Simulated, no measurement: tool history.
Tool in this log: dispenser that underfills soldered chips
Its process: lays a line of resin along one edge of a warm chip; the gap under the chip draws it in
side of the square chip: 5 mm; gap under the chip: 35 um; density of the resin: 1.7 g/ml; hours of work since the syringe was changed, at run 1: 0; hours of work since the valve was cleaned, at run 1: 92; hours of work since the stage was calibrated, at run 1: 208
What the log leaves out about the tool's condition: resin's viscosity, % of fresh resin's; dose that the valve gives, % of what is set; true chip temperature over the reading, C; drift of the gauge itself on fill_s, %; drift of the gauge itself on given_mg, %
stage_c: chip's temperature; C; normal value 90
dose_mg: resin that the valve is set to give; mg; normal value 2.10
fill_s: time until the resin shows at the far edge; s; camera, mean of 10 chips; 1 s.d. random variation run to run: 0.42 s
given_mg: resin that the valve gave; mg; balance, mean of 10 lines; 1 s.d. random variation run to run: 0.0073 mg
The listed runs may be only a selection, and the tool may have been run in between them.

run,day,stage_c,dose_mg,hours of work since the syringe was changed,hours of work since the valve was cleaned,hours of work since the stage was calibrated,fill_s,given_mg
1,0.000,90,2.10,0,92,208,29.0,1.945
2,0.158,90,2.10,3,95,210,33.2,1.955
3,0.396,90,2.10,6,99,214,39.8,1.941
# day 0.479: new syringe of resin
# day 0.767: dispensing valve cleaned and set on the balance
4,0.767,90,2.37,4,0,219,33.6,2.370
# day 1.033: new syringe of resin
5,1.038,97,2.10,0,4,223,24.6,2.089
6,1.217,97,2.10,3,7,226,27.5,2.075
# day 1.546: new syringe of resin
7,1.588,97,2.10,1,12,231,24.1,2.083
8,1.917,97,2.10,6,18,237,32.3,2.078
# day 2.038: new syringe of resin
9,2.117,97,2.10,1,21,240,25.3,2.050
10,2.317,96,2.04,4,24,243,30.0,1.988
# day 2.529: new syringe of resin
11,2.662,83,2.25,2,29,248,38.5,2.186
12,2.971,90,2.40,7,34,253,39.6,2.320
# day 3.050: new syringe of resin
13,3.321,90,2.40,4,39,258,34.6,2.318
# day 3.550: new syringe of resin
14,3.583,89,1.87,1,43,262,31.1,1.801
15,3.862,102,2.10,5,47,266,26.7,2.014
# day 4.046: new syringe of resin
16,4.100,102,2.10,1,51,270,21.0,2.026
17,4.492,102,2.10,7,57,276,29.3,2.009
# day 4.558: new syringe of resin
18,4.896,90,2.10,5,63,282,37.0,1.992

The logged runs with the hidden state left out (each run's random variation unchanged):
run,fill_s,given_mg
1,29.1,2.090
2,29.6,2.104
3,29.6,2.095
4,28.9,2.376
5,25.0,2.101
6,24.4,2.091
7,23.9,2.108
8,25.1,2.113
9,24.6,2.089
10,25.1,2.031
11,35.7,2.241
12,29.0,2.389
13,29.3,2.397
14,31.8,1.867
15,22.2,2.095
16,21.3,2.113
17,22.1,2.106
18,29.9,2.100

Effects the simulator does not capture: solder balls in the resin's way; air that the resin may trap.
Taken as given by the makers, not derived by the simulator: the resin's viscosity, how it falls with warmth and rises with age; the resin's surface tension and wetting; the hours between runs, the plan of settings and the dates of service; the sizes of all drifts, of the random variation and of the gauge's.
